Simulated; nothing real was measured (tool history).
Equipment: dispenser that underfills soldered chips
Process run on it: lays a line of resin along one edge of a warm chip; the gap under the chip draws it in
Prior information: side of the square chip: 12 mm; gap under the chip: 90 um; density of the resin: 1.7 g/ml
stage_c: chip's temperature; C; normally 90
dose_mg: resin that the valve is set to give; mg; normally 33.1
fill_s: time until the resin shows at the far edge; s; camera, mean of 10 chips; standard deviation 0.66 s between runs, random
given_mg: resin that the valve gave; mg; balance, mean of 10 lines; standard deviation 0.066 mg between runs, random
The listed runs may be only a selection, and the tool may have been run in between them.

Run 1, hour 0.0: usual settings. Result: fill_s 64.0 s, given_mg 32.20 mg.
Run 2, hour 6.2: usual settings. Result: fill_s 84.7 s, given_mg 32.09 mg.
At hour 13.9: new syringe of resin.
Run 3, hour 15.0: usual settings. Result: fill_s 62.9 s, given_mg 32.04 mg.
Run 4, hour 23.7: usual settings. Result: fill_s 93.7 s, given_mg 32.04 mg.
At hour 28.7: new syringe of resin.
Run 5, hour 30.2: usual settings. Result: fill_s 64.2 s, given_mg 31.89 mg.
Run 6, hour 35.7: usual settings but dose_mg 31.0 mg. Result: fill_s 82.9 s, given_mg 29.79 mg.
Run 7, hour 41.3: usual settings but dose_mg 31.0 mg. Result: fill_s 108.0 s, given_mg 29.79 mg.
At hour 44.0: new syringe of resin.
Run 8, hour 49.8: usual settings but dose_mg 31.0 mg. Result: fill_s 80.9 s, given_mg 29.73 mg.
Run 9, hour 57.5: usual settings but stage_c 98 C. Result: fill_s 77.7 s, given_mg 31.74 mg.
At hour 59.4: new syringe of resin.
Run 10, hour 62.9: usual settings but stage_c 98 C, dose_mg 39.3 mg. Result: fill_s 46.6 s, given_mg 37.59 mg.
At hour 72.1: dispensing valve cleaned and set on the balance.
Run 11, hour 72.5: usual settings but stage_c 92 C, dose_mg 40.7 mg. Result: fill_s 92.4 s, given_mg 40.78 mg.
At hour 75.2: new syringe of resin.
Run 12, hour 78.9: usual settings but stage_c 92 C, dose_mg 40.7 mg. Result: fill_s 64.1 s, given_mg 40.95 mg.
Run 13, hour 85.6: usual settings but stage_c 92 C, dose_mg 40.7 mg. Result: fill_s 84.8 s, given_mg 40.70 mg.
At hour 90.6: new syringe of resin.
Run 14, hour 93.0: usual settings but stage_c 81 C, dose_mg 41.4 mg. Result: fill_s 102.1 s, given_mg 41.28 mg.
Run 15, hour 103.7: usual settings but stage_c 81 C, dose_mg 41.4 mg. Result: fill_s 167.1 s, given_mg 41.24 mg.
At hour 105.5: new syringe of resin.
Run 16, hour 111.0: usual settings but dose_mg 34.0 mg. Result: fill_s 76.7 s, given_mg 33.63 mg.
Run 17, hour 117.6: usual settings but stage_c 92 C, dose_mg 38.2 mg. Result: fill_s 92.2 s, given_mg 37.82 mg.

What if the next run were any one of these 5? Each begins from the tool's condition after run 17:
At hour 120.7: new syringe of resin.
Run A, hour 127.0: usual settings but stage_c 79 C, dose_mg 38.2 mg. Result: fill_s ?, given_mg ?.
At hour 120.7: new syringe of resin.
Run B, hour 127.0: usual settings but stage_c 104 C, dose_mg 38.2 mg. Result: fill_s ?, given_mg ?.
At hour 120.7: new syringe of resin.
Run C, hour 127.0: usual settings but stage_c 84 C, dose_mg 36.2 mg. Result: fill_s ?, given_mg ?.
At hour 120.7: new syringe of resin.
Run D, hour 127.0: usual settings but stage_c 100 C, dose_mg 36.2 mg. Result: fill_s ?, given_mg ?.
At hour 120.7: new syringe of resin.
Run E, hour 127.0: usual settings but stage_c 104 C, dose_mg 42.7 mg. Result: fill_s ?, given_mg ?.

run  fill_s  given_mg
  A   141.3     37.59
  B    40.7     37.70
  C   107.9     35.89
  D    48.5     35.84
  E    40.5     42.24
With no hidden state in the tool, these same runs would have given:
run  fill_s  given_mg
  A   103.0     38.03
  B    29.6     38.14
  C    78.6     36.31
  D    35.3     36.26
  E    29.4     42.73

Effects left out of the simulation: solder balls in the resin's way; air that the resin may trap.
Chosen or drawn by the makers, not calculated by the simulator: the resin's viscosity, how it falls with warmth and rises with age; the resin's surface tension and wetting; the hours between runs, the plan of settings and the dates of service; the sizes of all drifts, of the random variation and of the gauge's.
